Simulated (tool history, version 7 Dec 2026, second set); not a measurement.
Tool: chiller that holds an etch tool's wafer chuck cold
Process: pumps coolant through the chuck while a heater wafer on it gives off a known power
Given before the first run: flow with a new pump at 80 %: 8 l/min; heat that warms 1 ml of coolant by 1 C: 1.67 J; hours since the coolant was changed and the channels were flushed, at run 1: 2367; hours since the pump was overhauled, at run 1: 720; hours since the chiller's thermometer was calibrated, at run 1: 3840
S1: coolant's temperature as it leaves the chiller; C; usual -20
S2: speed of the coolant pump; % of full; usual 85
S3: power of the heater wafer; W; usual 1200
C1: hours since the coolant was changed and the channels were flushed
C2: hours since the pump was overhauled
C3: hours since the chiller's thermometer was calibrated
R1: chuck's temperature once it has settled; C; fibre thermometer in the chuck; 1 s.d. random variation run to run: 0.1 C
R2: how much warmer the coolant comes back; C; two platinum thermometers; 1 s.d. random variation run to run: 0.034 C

run 1 hour=0 | S1=-20 S2=85 S3=1200 | C1=2367 C2=720 C3=3840 | R1=-8.2 R2=5.03
run 2 hour=109.8 | S1=-20 S2=85 S3=1516 | C1=2477 C2=830 C3=3950 | R1=-5.1 R2=6.3
run 3 hour=168.4 | S1=-20 S2=85 S3=1516 | C1=2536 C2=889 C3=4009 | R1=-4.9 R2=6.35
run 4 hour=219.4 | S1=-20 S2=85 S3=1516 | C1=2587 C2=940 C3=4060 | R1=-4.9 R2=6.37
run 5 hour=273.4 | S1=-20 S2=85 S3=1200 | C1=2641 C2=994 C3=4114 | R1=-8.2 R2=4.98
run 6 hour=347.2 | S1=-12 S2=85 S3=1200 | C1=2715 C2=1068 C3=4187 | R1=-0.2 R2=4.97
run 7 hour=449.1 | S1=-12 S2=85 S3=1200 | C1=2816 C2=1169 C3=4289 | R1=-0.2 R2=5
run 8 hour=501.7 | S1=-12 S2=85 S3=1200 | C1=2869 C2=1222 C3=4342 | R1=-0.2 R2=4.95
run 9 hour=601.4 | S1=-20 S2=85 S3=1200 | C1=2969 C2=1322 C3=4442 | R1=-8.2 R2=4.91
run 10 hour=701 | S1=-20 S2=85 S3=1200 | C1=3068 C2=1421 C3=4541 | R1=-8.2 R2=4.91
-- hour=713.3 chiller's thermometer calibrated
run 11 hour=812.3 | S1=-10 S2=85 S3=797 | C1=3179 C2=1532 C3=99 | R1=-1.9 R2=3.11
run 12 hour=916.3 | S1=-10 S2=100 S3=797 | C1=3283 C2=1636 C3=203 | R1=-3.1 R2=2.65
run 13 hour=975.3 | S1=-12 S2=73 S3=1643 | C1=3342 C2=1695 C3=262 | R1=6.1 R2=7.85
run 14 hour=1100.6 | S1=-12 S2=73 S3=1643 | C1=3467 C2=1820 C3=387 | R1=5.9 R2=7.84
run 15 hour=1164.9 | S1=-26 S2=67 S3=786 | C1=3531 C2=1884 C3=452 | R1=-17 R2=3.92
run 16 hour=1274.7 | S1=-11 S2=88 S3=1015 | C1=3641 C2=1994 C3=561 | R1=-1.2 R2=3.86
run 17 hour=1351 | S1=-17 S2=69 S3=1340 | C1=3717 C2=2070 C3=638 | R1=-1.8 R2=6.67
run 18 hour=1448.4 | S1=-20 S2=85 S3=1091 | C1=3815 C2=2168 C3=735 | R1=-9.2 R2=4.29
run 19 hour=1551.5 | S1=-13 S2=82 S3=681 | C1=3918 C2=2271 C3=838 | R1=-6.2 R2=2.61

What differs in the tool's unlogged condition from the final listed run ahead of each entry between runs to the first listed run following it?
Between runs 10 and 11: chiller's thermometer calibrated (hour 713.3)
  coolant's true temperature over the reading, C: -0.01 -> 0; drift of the gauge itself on warmer_back_c, C: -0.17 -> -0.19
  measured less the result without the state, R2: -0.17 -> -0.2 C
